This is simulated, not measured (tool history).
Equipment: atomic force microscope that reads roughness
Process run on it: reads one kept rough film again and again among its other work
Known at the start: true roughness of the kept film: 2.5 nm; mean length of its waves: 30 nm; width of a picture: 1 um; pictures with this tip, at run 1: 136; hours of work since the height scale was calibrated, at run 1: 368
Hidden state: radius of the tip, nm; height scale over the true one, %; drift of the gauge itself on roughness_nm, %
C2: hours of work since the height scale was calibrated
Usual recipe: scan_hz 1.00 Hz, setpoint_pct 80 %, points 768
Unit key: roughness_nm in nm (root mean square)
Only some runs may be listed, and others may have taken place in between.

run 1 day=0.000 | scan_hz=1.00 setpoint_pct=80 points=768 | pictures_with_this_tip=136 C2=368 | roughness_nm=2.045
run 2 day=1.150 | scan_hz=1.00 setpoint_pct=80 points=768 | pictures_with_this_tip=171 C2=381 | roughness_nm=2.014
-- day=1.267 new tip fitted
run 3 day=2.342 | scan_hz=1.00 setpoint_pct=80 points=768 | pictures_with_this_tip=33 C2=394 | roughness_nm=2.148
run 4 day=3.967 | scan_hz=1.00 setpoint_pct=80 points=768 | pictures_with_this_tip=83 C2=412 | roughness_nm=2.115
run 5 day=5.483 | scan_hz=1.00 setpoint_pct=80 points=768 | pictures_with_this_tip=129 C2=428 | roughness_nm=2.058
run 6 day=6.675 | scan_hz=1.00 setpoint_pct=80 points=768 | pictures_with_this_tip=166 C2=442 | roughness_nm=2.019
-- day=6.925 new tip fitted
run 7 day=7.588 | scan_hz=1.00 setpoint_pct=80 points=768 | pictures_with_this_tip=20 C2=451 | roughness_nm=2.151
run 8 day=9.092 | scan_hz=1.00 setpoint_pct=80 points=768 | pictures_with_this_tip=66 C2=468 | roughness_nm=2.096
run 9 day=10.092 | scan_hz=1.00 setpoint_pct=80 points=768 | pictures_with_this_tip=97 C2=479 | roughness_nm=2.096
run 10 day=11.179 | scan_hz=1.00 setpoint_pct=80 points=768 | pictures_with_this_tip=130 C2=491 | roughness_nm=2.065
run 11 day=12.479 | scan_hz=1.00 setpoint_pct=80 points=768 | pictures_with_this_tip=170 C2=505 | roughness_nm=2.035
-- day=12.642 new tip fitted
run 12 day=13.312 | scan_hz=1.00 setpoint_pct=78 points=768 | pictures_with_this_tip=21 C2=514 | roughness_nm=2.172
run 13 day=14.612 | scan_hz=1.00 setpoint_pct=61 points=768 | pictures_with_this_tip=60 C2=528 | roughness_nm=2.234
run 14 day=16.200 | scan_hz=0.82 setpoint_pct=80 points=768 | pictures_with_this_tip=109 C2=546 | roughness_nm=2.110
run 15 day=17.083 | scan_hz=0.95 setpoint_pct=80 points=768 | pictures_with_this_tip=136 C2=555 | roughness_nm=2.073
-- day=18.388 new tip fitted
run 16 day=18.608 | scan_hz=0.95 setpoint_pct=80 points=768 | pictures_with_this_tip=7 C2=572 | roughness_nm=2.160
run 17 day=19.358 | scan_hz=0.95 setpoint_pct=80 points=768 | pictures_with_this_tip=30 C2=580 | roughness_nm=2.153
run 18 day=20.579 | scan_hz=1.00 setpoint_pct=89 points=768 | pictures_with_this_tip=67 C2=593 | roughness_nm=2.026
run 19 day=22.071 | scan_hz=1.00 setpoint_pct=89 points=768 | pictures_with_this_tip=113 C2=610 | roughness_nm=2.003
run 20 day=22.854 | scan_hz=0.69 setpoint_pct=89 points=768 | pictures_with_this_tip=137 C2=618 | roughness_nm=2.061
-- day=24.058 new tip fitted
run 21 day=24.592 | scan_hz=0.69 setpoint_pct=89 points=768 | pictures_with_this_tip=16 C2=637 | roughness_nm=2.163
run 22 day=25.346 | scan_hz=1.00 setpoint_pct=80 points=768 | pictures_with_this_tip=39 C2=646 | roughness_nm=2.149
run 23 day=26.792 | scan_hz=0.62 setpoint_pct=72 points=441 | pictures_with_this_tip=84 C2=661 | roughness_nm=2.221
run 24 day=28.058 | scan_hz=0.62 setpoint_pct=72 points=441 | pictures_with_this_tip=122 C2=675 | roughness_nm=2.190
run 25 day=29.067 | scan_hz=0.62 setpoint_pct=72 points=441 | pictures_with_this_tip=153 C2=686 | roughness_nm=2.144
-- day=29.808 new tip fitted
run 26 day=30.004 | scan_hz=0.62 setpoint_pct=72 points=441 | pictures_with_this_tip=6 C2=696 | roughness_nm=2.254
run 27 day=30.875 | scan_hz=1.00 setpoint_pct=76 points=309 | pictures_with_this_tip=33 C2=706 | roughness_nm=2.151
run 28 day=32.262 | scan_hz=0.55 setpoint_pct=62 points=309 | pictures_with_this_tip=75 C2=721 | roughness_nm=2.227
run 29 day=33.050 | scan_hz=0.55 setpoint_pct=62 points=309 | pictures_with_this_tip=100 C2=730 | roughness_nm=2.210
run 30 day=34.242 | scan_hz=2.09 setpoint_pct=60 points=450 | pictures_with_this_tip=136 C2=743 | roughness_nm=2.106
-- day=35.508 new tip fitted
run 31 day=35.729 | scan_hz=2.14 setpoint_pct=65 points=768 | pictures_with_this_tip=7 C2=759 | roughness_nm=2.166
run 32 day=37.433 | scan_hz=2.14 setpoint_pct=61 points=284 | pictures_with_this_tip=59 C2=778 | roughness_nm=2.140
run 33 day=39.150 | scan_hz=2.14 setpoint_pct=72 points=382 | pictures_with_this_tip=112 C2=797 | roughness_nm=1.997
run 34 day=39.842 | scan_hz=2.46 setpoint_pct=80 points=611 | pictures_with_this_tip=133 C2=804 | roughness_nm=1.841
-- day=41.188 new tip fitted
run 35 day=41.546 | scan_hz=1.99 setpoint_pct=80 points=719 | pictures_with_this_tip=11 C2=823 | roughness_nm=1.986
run 36 day=42.625 | scan_hz=1.06 setpoint_pct=81 points=371 | pictures_with_this_tip=44 C2=835 | roughness_nm=2.104
run 37 day=43.688 | scan_hz=1.06 setpoint_pct=81 points=371 | pictures_with_this_tip=77 C2=846 | roughness_nm=2.078
run 38 day=44.908 | scan_hz=1.06 setpoint_pct=81 points=371 | pictures_with_this_tip=114 C2=860 | roughness_nm=2.036
run 39 day=46.142 | scan_hz=0.59 setpoint_pct=80 points=790 | pictures_with_this_tip=152 C2=873 | roughness_nm=2.113
-- day=46.900 new tip fitted
run 40 day=47.388 | scan_hz=1.92 setpoint_pct=80 points=285 | pictures_with_this_tip=15 C2=887 | roughness_nm=1.987
run 41 day=48.721 | scan_hz=2.74 setpoint_pct=62 points=692 | pictures_with_this_tip=56 C2=901 | roughness_nm=2.136
run 42 day=49.658 | scan_hz=2.74 setpoint_pct=62 points=692 | pictures_with_this_tip=85 C2=912 | roughness_nm=2.117
run 43 day=50.721 | scan_hz=2.74 setpoint_pct=62 points=692 | pictures_with_this_tip=117 C2=923 | roughness_nm=2.085
run 44 day=52.150 | scan_hz=0.98 setpoint_pct=62 points=597 | pictures_with_this_tip=161 C2=939 | roughness_nm=2.153

Pick out some run-to-run changes in roughness_nm. Of each, how much would a tool without hidden state show as well, from the settings, what came in and chance, and how much is left for the hidden state and any gauge scatter not in both results compared?
Run 2 -> 3: new tip fitted. roughness_nm +0.134 nm (root mean square): hidden state +0.122, all else +0.012.
Run 6 -> 7: new tip fitted. roughness_nm +0.132 nm (root mean square): hidden state +0.124, all else +0.008.
Run 33 -> 34: scan_hz 2.14 -> 2.46, setpoint_pct 72 -> 80, points 382 -> 611. roughness_nm -0.156 nm (root mean square): hidden state -0.009, all else -0.147.
Run 34 -> 35: scan_hz 2.46 -> 1.99, points 611 -> 719, new tip fitted. roughness_nm +0.145 nm (root mean square): hidden state +0.076, all else +0.069.
Run 39 -> 40: scan_hz 0.59 -> 1.92, points 790 -> 285, new tip fitted. roughness_nm -0.126 nm (root mean square): hidden state +0.124, all else -0.250.
Run 40 -> 41: scan_hz 1.92 -> 2.74, setpoint_pct 80 -> 62, points 285 -> 692. roughness_nm +0.149 nm (root mean square): hidden state -0.034, all else +0.183.
